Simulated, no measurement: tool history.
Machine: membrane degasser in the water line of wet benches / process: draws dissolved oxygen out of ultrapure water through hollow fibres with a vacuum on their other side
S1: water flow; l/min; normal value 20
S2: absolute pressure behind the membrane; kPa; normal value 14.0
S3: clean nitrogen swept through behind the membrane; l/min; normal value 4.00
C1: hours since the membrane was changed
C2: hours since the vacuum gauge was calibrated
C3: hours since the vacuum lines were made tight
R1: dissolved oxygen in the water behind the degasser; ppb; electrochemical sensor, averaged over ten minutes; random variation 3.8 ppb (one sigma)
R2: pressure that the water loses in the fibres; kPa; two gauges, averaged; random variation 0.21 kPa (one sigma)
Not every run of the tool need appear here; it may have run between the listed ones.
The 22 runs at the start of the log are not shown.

{"run": 23, "hour": 1188.2, "S1": 13, "S2": 20.4, "S3": 4.0, "C1": 1222, "C2": 3176, "C3": 1841, "R1": 196.8, "R2": 31.25}
{"run": 24, "hour": 1261.2, "S1": 13, "S2": 20.4, "S3": 4.0, "C1": 1295, "C2": 3249, "C3": 1914, "R1": 197.6, "R2": 31.51}
{"run": 25, "hour": 1298.9, "S1": 27, "S2": 20.4, "S3": 3.55, "C1": 1333, "C2": 3287, "C3": 1952, "R1": 814.7, "R2": 65.29}
{"run": 26, "hour": 1360.7, "S1": 22, "S2": 32.3, "S3": 5.9, "C1": 1395, "C2": 3349, "C3": 2014, "R1": 569.9, "R2": 53.1}
{"run": 27, "hour": 1398.7, "S1": 15, "S2": 34.2, "S3": 3.62, "C1": 1433, "C2": 3387, "C3": 2052, "R1": 404.2, "R2": 36.2}
{"run": 28, "hour": 1465.4, "S1": 20, "S2": 14.0, "S3": 5.12, "C1": 1500, "C2": 3453, "C3": 2119, "R1": 351.5, "R2": 48.09}
{"run": 29, "hour": 1526.2, "S1": 20, "S2": 25.9, "S3": 5.12, "C1": 1560, "C2": 3514, "C3": 2179, "R1": 459.5, "R2": 48.28}
{"run": 30, "hour": 1602.9, "S1": 20, "S2": 25.9, "S3": 5.12, "C1": 1637, "C2": 3591, "C3": 2256, "R1": 455.9, "R2": 48.11}
{"run": 31, "hour": 1679.9, "S1": 20, "S2": 31.3, "S3": 4.0, "C1": 1714, "C2": 3668, "C3": 2333, "R1": 561.4, "R2": 48.43}
{"run": 32, "hour": 1734.1, "S1": 20, "S2": 26.9, "S3": 4.0, "C1": 1768, "C2": 3722, "C3": 2387, "R1": 519.2, "R2": 48.42}

Predict each of these 4 candidate next runs independently; none follows another, all start after run 32:
{"run": "A", "hour": 1768.6, "S1": 20, "S2": 14.3, "S3": 4.0, "C1": 1803, "C2": 3757, "C3": 2422, "R1": "?", "R2": "?"}
{"run": "B", "hour": 1768.6, "S1": 20, "S2": 17.3, "S3": 3.34, "C1": 1803, "C2": 3757, "C3": 2422, "R1": "?", "R2": "?"}
{"run": "C", "hour": 1768.6, "S1": 20, "S2": 26.9, "S3": 1.83, "C1": 1803, "C2": 3757, "C3": 2422, "R1": "?", "R2": "?"}
{"run": "D", "hour": 1768.6, "S1": 30, "S2": 14.0, "S3": 10.64, "C1": 1803, "C2": 3757, "C3": 2422, "R1": "?", "R2": "?"}

run=A R1=379.9 R2=48.35
run=B R1=442.3 R2=48.16
run=C R1=787.5 R2=48.22
run=D R1=722.1 R2=72.42
Without the tool's hidden state the same runs would have given:
run=A R1=379.8 R2=48.34
run=B R1=442.1 R2=48.15
run=C R1=787.4 R2=48.21
run=D R1=722.0 R2=72.41

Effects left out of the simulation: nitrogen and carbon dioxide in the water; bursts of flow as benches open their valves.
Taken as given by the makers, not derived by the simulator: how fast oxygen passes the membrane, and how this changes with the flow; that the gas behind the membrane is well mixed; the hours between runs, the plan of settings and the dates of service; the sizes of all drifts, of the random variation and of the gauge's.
